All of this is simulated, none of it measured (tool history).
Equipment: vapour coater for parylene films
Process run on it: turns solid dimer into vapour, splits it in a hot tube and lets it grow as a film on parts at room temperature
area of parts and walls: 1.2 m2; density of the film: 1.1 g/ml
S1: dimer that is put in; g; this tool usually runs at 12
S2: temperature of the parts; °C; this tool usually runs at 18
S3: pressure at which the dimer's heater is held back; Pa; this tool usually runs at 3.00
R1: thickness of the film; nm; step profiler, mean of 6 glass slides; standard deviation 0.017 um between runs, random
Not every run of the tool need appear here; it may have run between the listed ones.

run,day,S1,S2,S3,R1
1,0.000,12,18,3.00,6190
2,0.367,12,18,3.00,6210
3,0.925,12,18,3.00,6190
4,1.379,12,18,3.00,6180
5,1.896,12,20,3.00,5780
6,2.467,12,20,3.00,5740
7,2.862,12,18,3.00,6170
8,3.350,14,18,3.00,7200
9,3.850,20,16,5.74,9860
10,4.179,12,28,7.81,3680
11,4.917,8,19,8.69,3300
12,5.362,8,19,8.69,3290

For run 13, what comes out?
13,5.817,8,18,6.05,?

Logged for run 13: R1 3640 nm.
Were there no unlogged condition in the tool, this run, its random variation unchanged, would have produced R1 3690 nm.

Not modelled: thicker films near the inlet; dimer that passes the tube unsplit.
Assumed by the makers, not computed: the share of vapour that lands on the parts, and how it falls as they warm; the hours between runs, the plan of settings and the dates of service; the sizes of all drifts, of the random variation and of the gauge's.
